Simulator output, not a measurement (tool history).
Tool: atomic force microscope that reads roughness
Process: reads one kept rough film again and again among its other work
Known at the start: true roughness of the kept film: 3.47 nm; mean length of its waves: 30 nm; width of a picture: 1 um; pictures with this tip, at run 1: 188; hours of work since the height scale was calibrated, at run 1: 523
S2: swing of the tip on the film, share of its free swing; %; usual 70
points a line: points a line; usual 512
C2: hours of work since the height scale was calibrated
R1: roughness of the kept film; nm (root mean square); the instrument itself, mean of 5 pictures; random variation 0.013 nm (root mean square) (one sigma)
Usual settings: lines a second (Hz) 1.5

Run 1, hour 0: usual settings; pictures with this tip 188; C2 523. Result: R1 2.991 nm (root mean square).
Run 2, hour 25.8: usual settings; pictures with this tip 222; C2 543. Result: R1 2.993 nm (root mean square).
At hour 30.3: new tip fitted.
Run 3, hour 36.8: usual settings; pictures with this tip 8; C2 551. Result: R1 2.987 nm (root mean square).
Run 4, hour 61: usual settings; pictures with this tip 39; C2 569. Result: R1 2.964 nm (root mean square).
Run 5, hour 73.1: usual settings; pictures with this tip 55; C2 578. Result: R1 2.984 nm (root mean square).
Run 6, hour 96.3: usual settings but points a line 258; pictures with this tip 85; C2 596. Result: R1 2.953 nm (root mean square).
Run 7, hour 115.3: usual settings but points a line 258; pictures with this tip 109; C2 611. Result: R1 2.953 nm (root mean square).
Run 8, hour 127.1: usual settings; pictures with this tip 124; C2 620. Result: R1 2.979 nm (root mean square).
Run 9, hour 149.5: usual settings but S2 69 %; pictures with this tip 153; C2 637. Result: R1 2.992 nm (root mean square).
Run 10, hour 165.2: usual settings but lines a second (Hz) 0.62; pictures with this tip 173; C2 649. Result: R1 3.096 nm (root mean square).
Run 11, hour 189: usual settings but lines a second (Hz) 0.62; pictures with this tip 204; C2 667. Result: R1 3.117 nm (root mean square).
At hour 207.7: new tip fitted.
Run 12, hour 209: usual settings but lines a second (Hz) 2.15, S2 86 %; pictures with this tip 2; C2 682. Result: R1 2.598 nm (root mean square).
Run 13, hour 230.1: usual settings but lines a second (Hz) 2.15, S2 86 %; pictures with this tip 29; C2 698. Result: R1 2.594 nm (root mean square).
Run 14, hour 252: usual settings but lines a second (Hz) 1.18, S2 62 %, points a line 467; pictures with this tip 57; C2 715. Result: R1 3.086 nm (root mean square).

The next listed run, before its measurement:
Run 15, hour 268.2: usual settings but S2 69 %, points a line 399; pictures with this tip 78; C2 727. Result: R1 ?.

Run 15 gave R1 2.99 nm (root mean square).
Without the tool's hidden state the same run would have given R1 2.991 nm (root mean square).
